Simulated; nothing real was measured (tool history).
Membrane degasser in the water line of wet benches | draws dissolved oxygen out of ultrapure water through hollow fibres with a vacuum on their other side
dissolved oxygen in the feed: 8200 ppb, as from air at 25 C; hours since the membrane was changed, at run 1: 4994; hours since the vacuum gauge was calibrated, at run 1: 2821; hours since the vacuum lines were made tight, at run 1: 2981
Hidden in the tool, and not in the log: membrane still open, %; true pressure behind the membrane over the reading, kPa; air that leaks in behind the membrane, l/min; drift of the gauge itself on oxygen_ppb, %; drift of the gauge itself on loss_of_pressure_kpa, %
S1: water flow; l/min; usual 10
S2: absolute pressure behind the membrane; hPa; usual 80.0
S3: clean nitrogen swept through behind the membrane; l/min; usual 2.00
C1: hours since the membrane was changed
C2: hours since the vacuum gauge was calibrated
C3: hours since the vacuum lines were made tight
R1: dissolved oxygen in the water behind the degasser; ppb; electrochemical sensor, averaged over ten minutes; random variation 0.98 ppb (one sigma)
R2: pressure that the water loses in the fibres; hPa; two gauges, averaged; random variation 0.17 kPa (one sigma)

| run | hour | S1 | S2 | S3 | C1 | C2 | C3 | R1 | R2 |
|---|---|---|---|---|---|---|---|---|---|
| 1 | 0.0 | 10 | 80.0 | 2.00 | 4994 | 2821 | 2981 | 111.3 | 316.8 |
| 2 | 102.1 | 10 | 80.0 | 2.03 | 5096 | 2923 | 3083 | 110.7 | 318.2 |
| 3 | 232.1 | 10 | 80.0 | 2.00 | 5226 | 3053 | 3213 | 112.0 | 319.4 |
| 4 | 300.7 | 10 | 80.0 | 2.00 | 5295 | 3121 | 3281 | 110.8 | 318.6 |
| 5 | 417.9 | 10 | 80.0 | 2.00 | 5412 | 3239 | 3399 | 112.5 | 319.9 |
| 6 | 574.4 | 10 | 80.0 | 2.00 | 5568 | 3395 | 3555 | 115.1 | 321.0 |
| 7 | 690.2 | 10 | 117.4 | 3.19 | 5684 | 3511 | 3671 | 120.4 | 320.4 |
| 8 | 803.2 | 10 | 117.4 | 3.19 | 5797 | 3624 | 3784 | 121.1 | 320.0 |
|  | 908.8 | seals of the vacuum lines changed |
| 9 | 953.2 | 10 | 80.0 | 2.00 | 5945 | 3772 | 44 | 110.9 | 323.0 |
| 10 | 1101.4 | 10 | 80.0 | 2.00 | 6093 | 3920 | 193 | 114.5 | 322.6 |
| 11 | 1240.8 | 8 | 80.0 | 2.00 | 6233 | 4060 | 332 | 85.8 | 257.7 |
| 12 | 1385.9 | 9 | 193.1 | 2.40 | 6378 | 4205 | 477 | 191.2 | 288.8 |

Some steps in R1 between neighbouring runs. How much of each would the tool show without its hidden state too (settings, what came in, random variation), and how much is left for the hidden state, with any gauge scatter that isn't in both results?
Run 10 -> 11: S1 10 -> 8. R1 -28.7 ppb: hidden state -4.7, all else -24.0.
Run 11 -> 12: S1 8 -> 9, S2 80.0 -> 193.1, S3 2.00 -> 2.40. R1 +105.4 ppb: hidden state +3.0, all else +102.4.
